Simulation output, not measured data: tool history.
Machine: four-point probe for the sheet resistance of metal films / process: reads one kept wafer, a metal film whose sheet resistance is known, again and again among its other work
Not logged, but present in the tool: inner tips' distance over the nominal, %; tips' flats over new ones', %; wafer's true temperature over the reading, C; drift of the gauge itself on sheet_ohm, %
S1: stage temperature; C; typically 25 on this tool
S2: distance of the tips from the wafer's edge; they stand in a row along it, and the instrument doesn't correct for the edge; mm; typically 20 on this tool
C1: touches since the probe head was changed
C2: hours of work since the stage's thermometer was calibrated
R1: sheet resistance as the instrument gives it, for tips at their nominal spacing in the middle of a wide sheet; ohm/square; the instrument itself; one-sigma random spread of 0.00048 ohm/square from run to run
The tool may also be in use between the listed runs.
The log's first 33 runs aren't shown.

| run | hour | S1 | S2 | C1 | C2 | R1 |
|---|---|---|---|---|---|---|
| 34 | 985.3 | 22 | 20 | 43722 | 182 | 2.409253 |
| 35 | 1024.5 | 30 | 7 | 46126 | 210 | 2.416868 |
| 36 | 1044.7 | 30 | 7 | 47367 | 224 | 2.416163 |
| 37 | 1072 | 19 | 4 | 49046 | 244 | 2.490184 |
| 38 | 1102.2 | 19 | 4 | 50901 | 265 | 2.489601 |
| 39 | 1141.8 | 31 | 5 | 53329 | 293 | 2.440364 |
| 40 | 1165 | 31 | 5 | 54759 | 310 | 2.439895 |
| 41 | 1202.9 | 22 | 11 | 57085 | 337 | 2.416971 |

What will run 42 give?
| 42 | 1221.4 | 24 | 51 | 58221 | 350 | ? |

R1: 2.403574 ohm/square
If the tool had no hidden condition, the same run with the same run-to-run variation would have returned R1 2.403764 ohm/square.

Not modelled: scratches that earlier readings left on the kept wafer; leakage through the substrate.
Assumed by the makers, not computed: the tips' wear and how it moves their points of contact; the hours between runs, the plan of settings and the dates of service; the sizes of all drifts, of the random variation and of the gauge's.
